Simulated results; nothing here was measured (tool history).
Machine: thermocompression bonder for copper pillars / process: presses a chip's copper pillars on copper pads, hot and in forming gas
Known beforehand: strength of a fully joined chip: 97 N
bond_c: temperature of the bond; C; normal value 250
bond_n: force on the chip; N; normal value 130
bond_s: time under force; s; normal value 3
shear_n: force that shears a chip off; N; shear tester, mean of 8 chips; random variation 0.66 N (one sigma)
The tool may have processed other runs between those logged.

| run | hour | bond_c | bond_n | bond_s | shear_n |
|---|---|---|---|---|---|
| 1 | 0 | 250 | 130 | 3 | 39.4 |
| 2 | 54 | 250 | 130 | 3 | 39.9 |
| 3 | 95.8 | 254 | 130 | 3 | 40.6 |
| 4 | 149 | 250 | 130 | 5 | 44.8 |
| 5 | 199.8 | 250 | 130 | 5 | 45.7 |
| 6 | 231.7 | 250 | 130 | 5 | 46.5 |
| 7 | 274.5 | 250 | 130 | 5 | 44.5 |
| 8 | 325.1 | 249 | 130 | 5 | 48.2 |
| 9 | 365.1 | 227 | 79 | 5 | 20.2 |
| 10 | 421.2 | 227 | 79 | 5 | 19.9 |
| 11 | 446.4 | 231 | 168 | 3 | 37.5 |
| 12 | 493.9 | 239 | 166 | 2 | 36.5 |
| 13 | 552.9 | 234 | 167 | 6 | 48.9 |
| 14 | 602.8 | 270 | 130 | 3 | 49.2 |
| 15 | 632.9 | 239 | 182 | 3 | 44.5 |

Not shown here: 1 entry made in the log between runs. Locate each between two listed runs and compare the hidden state at the listed run before it with the hidden state at the listed run after it:
Logged between run 7 and run 8: forming gas filter changed (hour 310.3)
  true temperature of the bond over the reading, C: -2 -> -2.2; oxide that the forming gas leaves, % of the face: 8.41 -> 0.82
  what was measured, less what the result would be without the hidden state, shear_n: -6.3 -> -2.7 N
